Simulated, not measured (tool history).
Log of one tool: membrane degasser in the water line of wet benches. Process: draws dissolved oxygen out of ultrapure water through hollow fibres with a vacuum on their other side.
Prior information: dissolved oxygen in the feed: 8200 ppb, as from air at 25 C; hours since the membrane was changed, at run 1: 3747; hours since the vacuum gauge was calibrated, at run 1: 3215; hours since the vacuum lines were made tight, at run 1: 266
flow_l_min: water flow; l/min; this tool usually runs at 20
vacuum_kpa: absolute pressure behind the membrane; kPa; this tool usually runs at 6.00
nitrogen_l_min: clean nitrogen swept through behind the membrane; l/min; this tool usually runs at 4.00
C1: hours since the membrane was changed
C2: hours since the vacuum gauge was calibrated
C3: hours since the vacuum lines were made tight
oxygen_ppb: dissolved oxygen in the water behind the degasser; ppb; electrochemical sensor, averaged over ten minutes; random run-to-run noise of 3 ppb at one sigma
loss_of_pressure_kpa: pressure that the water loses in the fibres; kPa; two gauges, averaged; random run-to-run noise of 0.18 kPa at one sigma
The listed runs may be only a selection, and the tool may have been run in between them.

{"run": 1, "hour": 0.0, "flow_l_min": 20, "vacuum_kpa": 6.0, "nitrogen_l_min": 4.0, "C1": 3747, "C2": 3215, "C3": 266, "oxygen_ppb": 322.3, "loss_of_pressure_kpa": 35.25}
{"hour": 16.7, "done": "vacuum gauge calibrated"}
{"run": 2, "hour": 110.2, "flow_l_min": 20, "vacuum_kpa": 6.0, "nitrogen_l_min": 4.0, "C1": 3856, "C2": 93, "C3": 376, "oxygen_ppb": 317.3, "loss_of_pressure_kpa": 35.2}
{"run": 3, "hour": 199.0, "flow_l_min": 20, "vacuum_kpa": 6.0, "nitrogen_l_min": 4.06, "C1": 3945, "C2": 182, "C3": 465, "oxygen_ppb": 324.1, "loss_of_pressure_kpa": 35.5}
{"run": 4, "hour": 307.9, "flow_l_min": 20, "vacuum_kpa": 6.0, "nitrogen_l_min": 4.06, "C1": 4054, "C2": 291, "C3": 574, "oxygen_ppb": 325.6, "loss_of_pressure_kpa": 35.11}
{"run": 5, "hour": 453.7, "flow_l_min": 20, "vacuum_kpa": 6.0, "nitrogen_l_min": 4.0, "C1": 4200, "C2": 437, "C3": 720, "oxygen_ppb": 324.8, "loss_of_pressure_kpa": 35.55}
{"hour": 620.0, "done": "vacuum gauge calibrated, once more"}
{"run": 6, "hour": 660.0, "flow_l_min": 20, "vacuum_kpa": 9.87, "nitrogen_l_min": 4.0, "C1": 4406, "C2": 40, "C3": 925, "oxygen_ppb": 365.8, "loss_of_pressure_kpa": 35.24}
{"run": 7, "hour": 808.2, "flow_l_min": 20, "vacuum_kpa": 6.0, "nitrogen_l_min": 4.0, "C1": 4554, "C2": 188, "C3": 1074, "oxygen_ppb": 320.8, "loss_of_pressure_kpa": 35.54}
{"run": 8, "hour": 915.9, "flow_l_min": 30, "vacuum_kpa": 6.0, "nitrogen_l_min": 4.0, "C1": 4662, "C2": 296, "C3": 1181, "oxygen_ppb": 777.4, "loss_of_pressure_kpa": 53.3}
{"run": 9, "hour": 1116.0, "flow_l_min": 30, "vacuum_kpa": 6.0, "nitrogen_l_min": 4.0, "C1": 4862, "C2": 496, "C3": 1381, "oxygen_ppb": 769.8, "loss_of_pressure_kpa": 53.16}
{"run": 10, "hour": 1299.0, "flow_l_min": 30, "vacuum_kpa": 6.0, "nitrogen_l_min": 4.0, "C1": 5045, "C2": 679, "C3": 1564, "oxygen_ppb": 774.2, "loss_of_pressure_kpa": 52.91}
{"run": 11, "hour": 1459.0, "flow_l_min": 30, "vacuum_kpa": 6.0, "nitrogen_l_min": 4.0, "C1": 5205, "C2": 839, "C3": 1724, "oxygen_ppb": 773.4, "loss_of_pressure_kpa": 53.19}
{"run": 12, "hour": 1599.3, "flow_l_min": 20, "vacuum_kpa": 6.0, "nitrogen_l_min": 4.0, "C1": 5345, "C2": 979, "C3": 1865, "oxygen_ppb": 322.3, "loss_of_pressure_kpa": 35.51}
{"run": 13, "hour": 1783.0, "flow_l_min": 20, "vacuum_kpa": 14.58, "nitrogen_l_min": 4.0, "C1": 5529, "C2": 1163, "C3": 2048, "oxygen_ppb": 418.8, "loss_of_pressure_kpa": 35.46}
{"run": 14, "hour": 1940.3, "flow_l_min": 20, "vacuum_kpa": 14.58, "nitrogen_l_min": 4.0, "C1": 5686, "C2": 1320, "C3": 2206, "oxygen_ppb": 419.3, "loss_of_pressure_kpa": 35.51}
{"run": 15, "hour": 2090.2, "flow_l_min": 20, "vacuum_kpa": 7.83, "nitrogen_l_min": 7.14, "C1": 5836, "C2": 1470, "C3": 2356, "oxygen_ppb": 319.8, "loss_of_pressure_kpa": 35.94}
{"run": 16, "hour": 2269.0, "flow_l_min": 26, "vacuum_kpa": 12.44, "nitrogen_l_min": 8.38, "C1": 6015, "C2": 1649, "C3": 2534, "oxygen_ppb": 622.9, "loss_of_pressure_kpa": 46.21}
{"run": 17, "hour": 2418.2, "flow_l_min": 20, "vacuum_kpa": 13.75, "nitrogen_l_min": 1.96, "C1": 6164, "C2": 1798, "C3": 2684, "oxygen_ppb": 528.3, "loss_of_pressure_kpa": 35.9}
{"run": 18, "hour": 2552.7, "flow_l_min": 20, "vacuum_kpa": 6.0, "nitrogen_l_min": 6.98, "C1": 6298, "C2": 1933, "C3": 2818, "oxygen_ppb": 318.7, "loss_of_pressure_kpa": 35.46}
{"run": 19, "hour": 2663.1, "flow_l_min": 30, "vacuum_kpa": 9.29, "nitrogen_l_min": 4.01, "C1": 6409, "C2": 2043, "C3": 2929, "oxygen_ppb": 842.3, "loss_of_pressure_kpa": 53.47}
{"run": 20, "hour": 2849.3, "flow_l_min": 26, "vacuum_kpa": 9.3, "nitrogen_l_min": 11.14, "C1": 6595, "C2": 2229, "C3": 3115, "oxygen_ppb": 587.5, "loss_of_pressure_kpa": 46.09}
{"run": 21, "hour": 3052.5, "flow_l_min": 26, "vacuum_kpa": 9.3, "nitrogen_l_min": 6.71, "C1": 6798, "C2": 2433, "C3": 3318, "oxygen_ppb": 620.4, "loss_of_pressure_kpa": 46.5}
{"run": 22, "hour": 3176.2, "flow_l_min": 26, "vacuum_kpa": 4.22, "nitrogen_l_min": 6.84, "C1": 6922, "C2": 2556, "C3": 3442, "oxygen_ppb": 561.5, "loss_of_pressure_kpa": 46.41}
{"run": 23, "hour": 3286.2, "flow_l_min": 26, "vacuum_kpa": 4.22, "nitrogen_l_min": 6.84, "C1": 7032, "C2": 2666, "C3": 3552, "oxygen_ppb": 577.2, "loss_of_pressure_kpa": 46.71}

What does the tool deliver on the next run?
{"run": 24, "hour": 3488.1, "flow_l_min": 23, "vacuum_kpa": 5.95, "nitrogen_l_min": 6.84, "C1": 7234, "C2": 2868, "C3": 3754, "oxygen_ppb": "?", "loss_of_pressure_kpa": "?"}

oxygen_ppb: 451.5 ppb
loss_of_pressure_kpa: 41.16 kPa
Take away the tool's hidden state, keep the run-to-run variation as it was, and the same run would have given oxygen_ppb 406.5 ppb, loss_of_pressure_kpa 39.73 kPa.
